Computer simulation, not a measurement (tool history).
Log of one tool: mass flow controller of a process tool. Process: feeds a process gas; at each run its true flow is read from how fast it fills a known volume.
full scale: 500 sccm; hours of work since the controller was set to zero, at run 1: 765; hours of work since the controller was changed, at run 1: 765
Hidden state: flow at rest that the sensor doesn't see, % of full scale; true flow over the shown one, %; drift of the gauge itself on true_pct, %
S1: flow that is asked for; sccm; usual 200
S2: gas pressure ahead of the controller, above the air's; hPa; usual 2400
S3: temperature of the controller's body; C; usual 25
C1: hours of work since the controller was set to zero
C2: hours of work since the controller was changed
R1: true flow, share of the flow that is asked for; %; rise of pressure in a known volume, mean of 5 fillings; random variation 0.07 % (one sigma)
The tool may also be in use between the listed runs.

Run 1, hour 0: usual settings; C1 765; C2 765. Result: R1 98.77 %.
Run 2, hour 97.1: usual settings but S1 80 sccm; C1 809; C2 809. Result: R1 98.97 %.
Run 3, hour 194: usual settings but S1 80 sccm; C1 853; C2 853. Result: R1 98.83 %.
Run 4, hour 280.8: usual settings but S1 80 sccm; C1 892; C2 892. Result: R1 98.96 %.
Run 5, hour 338.1: usual settings; C1 918; C2 918. Result: R1 98.79 %.
Run 6, hour 395.6: usual settings; C1 944; C2 944. Result: R1 98.85 %.
Run 7, hour 479.1: usual settings but S3 27 C; C1 982; C2 982. Result: R1 98.64 %.
At hour 486: controller's zero set anew.
Run 8, hour 570.3: usual settings; C1 38; C2 1023. Result: R1 99.05 %.
Run 9, hour 646.3: usual settings; C1 72; C2 1057. Result: R1 99.09 %.
Run 10, hour 738.7: usual settings but S1 119 sccm, S3 22 C; C1 114; C2 1099. Result: R1 99.33 %.
At hour 801.5: controller's zero set anew, once more.
Run 11, hour 828.3: usual settings but S2 1580 hPa; C1 12; C2 1139. Result: R1 98.09 %.
Run 12, hour 891.1: usual settings but S3 24 C; C1 40; C2 1167. Result: R1 98.64 %.
Run 13, hour 966.5: usual settings but S3 33 C; C1 74; C2 1201. Result: R1 97.89 %.
Run 14, hour 1046.1: usual settings but S2 2380 hPa, S3 40 C; C1 110; C2 1237. Result: R1 97.53 %.
Run 15, hour 1123.4: usual settings but S2 2380 hPa, S3 40 C; C1 145; C2 1272. Result: R1 97.33 %.
Run 16, hour 1181.7: usual settings but S2 2380 hPa, S3 40 C; C1 172; C2 1298. Result: R1 97.58 %.

How the hidden state differs across the entries between the runs, from the last listed run before each to the first after it:
Between runs 7 and 8: controller's zero set anew (hour 486)
  flow at rest that the sensor doesn't see, % of full scale: 0.186 -> 0.276; true flow over the shown one, %: -0.45 -> -0.46
  measured less the result without the state, R1: +0.01 -> +0.23 %
Between runs 10 and 11: controller's zero set anew, once more (hour 801.5)
  flow at rest that the sensor doesn't see, % of full scale: 0.29 -> 0.06; true flow over the shown one, %: -0.5 -> -0.52
  measured less the result without the state, R1: +0.71 -> -0.37 %
